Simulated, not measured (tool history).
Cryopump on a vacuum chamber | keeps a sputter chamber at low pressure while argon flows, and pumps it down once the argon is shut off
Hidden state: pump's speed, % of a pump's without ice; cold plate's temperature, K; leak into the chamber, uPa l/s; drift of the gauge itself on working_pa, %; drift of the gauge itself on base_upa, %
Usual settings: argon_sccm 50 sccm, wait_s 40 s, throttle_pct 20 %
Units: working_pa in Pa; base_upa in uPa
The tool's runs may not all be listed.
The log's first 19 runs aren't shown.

run   hour  argon_sccm  wait_s  throttle_pct  hours of work since the pump was warmed up and emptied  hours of work since the cold head was overhauled  hours of work since the chamber's fittings were tightened  working_pa  base_upa
 20  212.6          73     163            48                                                     180                                               180                                                       1317      0.2167      1.97
 21  219.9          73     163            48                                                     184                                               184                                                       1320      0.2181      2.03
 22  233.7          73     163            48                                                     190                                               190                                                       1326      0.2178      1.98
 23  245.4          50      22            20                                                     195                                               195                                                       1331      0.3425      5.42
 24  253.1          50      40            22                                                     198                                               198                                                       1335      0.3142      3.65
 25  261.7          43      40            38                                                     202                                               202                                                       1339      0.1601      3.74
 26  274.7          52     188            38                                                     208                                               208                                                       1344      0.1942      2.06
 27  289.2          44      64            20                                                     214                                               214                                                       1351      0.3033      2.94
 28  300.9          44      64            20                                                     220                                               220                                                       1356       0.306      2.87
 29  311.8          67      64            41                                                     224                                               224                                                       1361      0.2323      2.98
 30  326.5          67      53            53                                                     231                                               231                                                       1367      0.1847      3.17
 31  340.8          57      98            15                                                     237                                               237                                                       1374      0.5212       2.5
 32  352.8          87      58            20                                                     243                                               243                                                       1379      0.6049         3
 33  361.3          87      58            20                                                     246                                               246                                                       1383      0.6029      3.11

3 ways to go on from here, each from the tool as it stands after run 33. What would each give?
  A  373.8          87     251            20                                                     252                                               252                                                       1388           ?         ?
  B  373.8          50      40            30                                                     252                                               252                                                       1388           ?         ?
  C  373.8          87      58            39                                                     252                                               252                                                       1388           ?         ?

run  working_pa  base_upa
  A       0.606      1.99
  B       0.237       3.8
  C      0.3194      3.08
Without the tool's hidden state the same runs would have given:
run  working_pa  base_upa
  A       0.582      0.59
  B      0.2232      2.38
  C      0.2956      1.68
